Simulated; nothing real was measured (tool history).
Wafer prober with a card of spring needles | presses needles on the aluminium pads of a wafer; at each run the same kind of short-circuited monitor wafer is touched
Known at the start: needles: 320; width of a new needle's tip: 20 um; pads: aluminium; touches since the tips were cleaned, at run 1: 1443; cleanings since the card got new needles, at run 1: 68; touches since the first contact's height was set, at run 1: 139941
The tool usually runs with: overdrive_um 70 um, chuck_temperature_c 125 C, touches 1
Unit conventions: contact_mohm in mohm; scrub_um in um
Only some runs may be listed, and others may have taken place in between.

run   hour  overdrive_um  chuck_temperature_c  touches  touches since the tips were cleaned  cleanings since the card got new needles  touches since the first contact's height was set  contact_mohm  scrub_um
  1    0.0            70                  125        1                                 1443                                        68                                            139941           293     10.26
      14.0  -- tips cleaned on abrasive film
  2   24.7            70                  125        1                                 3611                                        69                                            148245           308     10.22
      31.7  -- tips cleaned on abrasive film
      50.0  -- tips cleaned on abrasive film
      50.3  -- height of the first contact set anew
  3   59.3            70                  125        3                                 3059                                        71                                              3059           280     10.59
      71.2  -- tips cleaned on abrasive film
      90.9  -- tips cleaned on abrasive film
  4  102.0            70                  125        3                                 3728                                        73                                             17404           279     10.53
     108.9  -- tips cleaned on abrasive film
     126.1  -- tips cleaned on abrasive film
     144.2  -- tips cleaned on abrasive film
  5  144.2            70                  125        1                                    0                                        76                                             31563           272     10.50
     161.4  -- tips cleaned on abrasive film
     181.5  -- tips cleaned on abrasive film
  6  194.7            70                  125        1                                 4474                                        78                                             48578           314     10.46
     201.7  -- tips cleaned on abrasive film
     222.3  -- tips cleaned on abrasive film
     240.5  -- tips cleaned on abrasive film
  7  254.7            70                  125        2                                 4793                                        81                                             68754           294     10.36
     259.0  -- tips cleaned on abrasive film
     279.0  -- tips cleaned on abrasive film
     298.3  -- tips cleaned on abrasive film
  8  309.5            70                  125        2                                 3811                                        84                                             87192           299     10.38
     315.9  -- tips cleaned on abrasive film
     333.8  -- tips cleaned on abrasive film
     353.0  -- tips cleaned on abrasive film
  9  356.4            59                   97        2                                 1152                                        87                                            102936           279      8.65
     370.4  -- tips cleaned on abrasive film
     389.1  -- tips cleaned on abrasive film
 10  389.1            51                  125        1                                    0                                        89                                            113921           282      7.44
     408.4  -- tips cleaned on abrasive film
     426.5  -- tips cleaned on abrasive film
 11  426.5            51                  125        1                                    0                                        91                                            126502           289      7.46
     443.7  -- tips cleaned on abrasive film
 12  452.2            57                  125        1                                 2857                                        92                                            135130           335      8.32
     463.7  -- tips cleaned on abrasive film
     480.9  -- tips cleaned on abrasive film
 13  480.9            50                   26        2                                    0                                        94                                            144764           251      7.25
     501.8  -- tips cleaned on abrasive film
     515.7  -- height of the first contact set anew
     522.6  -- tips cleaned on abrasive film
     540.7  -- tips cleaned on abrasive film
 14  540.7            70                  102        2                                    0                                        97                                              8378           263     10.57
     557.9  -- tips cleaned on abrasive film
     578.9  -- tips cleaned on abrasive film
 15  587.9            66                  111        1                                 3043                                        99                                             24279           313     10.01

Each row is a separate what-if for the run after 15, all from the same tool condition, not one after another. Results?
     598.5  -- tips cleaned on abrasive film
     619.0  -- tips cleaned on abrasive film
  A  622.1            70                   41        2                                 1041                                       101                                             35742             ?         ?
     598.5  -- tips cleaned on abrasive film
     619.0  -- tips cleaned on abrasive film
  B  622.1            51                  125        1                                 1041                                       101                                             35742             ?         ?
     598.5  -- tips cleaned on abrasive film
     619.0  -- tips cleaned on abrasive film
  C  622.1            63                   35        2                                 1041                                       101                                             35742             ?         ?

run  contact_mohm  scrub_um
  A           258     10.50
  B           321      7.66
  C           262      9.44
Had the tool no hidden state, the same runs would have come out as:
run  contact_mohm  scrub_um
  A           241     10.58
  B           278      7.74
  C           241      9.52
